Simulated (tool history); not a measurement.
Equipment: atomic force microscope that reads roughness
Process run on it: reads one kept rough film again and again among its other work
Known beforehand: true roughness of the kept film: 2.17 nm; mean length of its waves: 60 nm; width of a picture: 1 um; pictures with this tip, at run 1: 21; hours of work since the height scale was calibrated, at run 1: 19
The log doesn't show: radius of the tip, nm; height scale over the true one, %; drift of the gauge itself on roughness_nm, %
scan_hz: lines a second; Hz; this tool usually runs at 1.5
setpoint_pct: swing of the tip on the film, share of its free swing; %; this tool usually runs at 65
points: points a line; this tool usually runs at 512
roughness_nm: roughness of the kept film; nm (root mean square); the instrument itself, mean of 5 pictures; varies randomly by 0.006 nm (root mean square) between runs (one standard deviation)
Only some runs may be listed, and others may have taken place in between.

run	hour	scan_hz	setpoint_pct	points	pictures with this tip	hours of work since the height scale was calibrated	roughness_nm
1	0	1.5	65	512	21	19	2.001
2	7.2	0.76	65	512	36	24	2.028
3	16.6	0.82	65	512	54	31	2.011
# hour 22.5: new tip fitted
4	26.2	1.5	66	512	7	37	2.015
5	33.2	1.5	66	512	21	42	1.999
6	41.1	1.5	66	512	37	48	1.978
7	49.6	1.5	65	749	54	54	1.95
# hour 55.3: new tip fitted
8	55.3	1.5	85	512	0	57	1.849
9	59.3	1.5	85	762	8	60	1.843
10	63.7	1.5	85	762	16	63	1.836
11	67.9	1.5	85	762	25	66	1.824
12	71.7	1.5	85	762	32	69	1.815
13	80.6	1.5	65	512	50	75	1.973
14	87.3	1.5	65	512	63	80	1.947
# hour 88.9: new tip fitted
15	93.9	1.5	65	512	9	84	2.016
16	100.7	1.5	65	969	23	89	1.995
17	106.6	1.5	65	512	35	93	1.971
18	113.8	1.5	65	512	49	98	1.96
19	118.8	1.5	65	512	59	102	1.949
# hour 122.6: new tip fitted
20	125.4	1.5	65	512	5	106	2.01
21	132.5	1.5	65	565	19	111	1.996
22	141.1	1.5	65	565	37	117	1.986
23	145.1	1.5	65	407	44	120	1.961
24	153.5	1.86	60	749	61	126	1.953
# hour 155.7: new tip fitted
25	159.9	3.41	65	687	8	130	1.893
26	168.5	3.41	65	687	25	136	1.875
# hour 170: height scale calibrated on a step standard
27	174	3.41	65	687	34	3	1.859
28	181.6	1.09	78	1016	49	8	1.917
29	188.5	0.9	75	670	63	13	1.943
# hour 190.1: new tip fitted
30	196.9	0.73	81	662	14	19	1.987
# hour 199.9: height scale calibrated on a step standard, once more
31	206.7	0.73	81	589	31	5	1.963
32	210.9	0.73	81	589	40	8	1.974
33	215.1	3.18	65	752	48	11	1.86
34	221.4	0.58	72	512	61	15	1.993
# hour 224.1: new tip fitted
35	225.8	0.56	72	711	3	18	2.075
36	231.5	0.56	72	711	15	22	2.056
37	236.5	0.56	60	711	25	25	2.063
38	241.5	1.06	75	858	35	29	1.961

Estimate the outcome of run 39 from the log above:
39	247	0.51	59	546	46	33	?

Logged for run 39: roughness_nm 2.035 nm (root mean square).
The same run, on a tool lacking any hidden state, would have yielded roughness_nm 2.096 nm (root mean square).
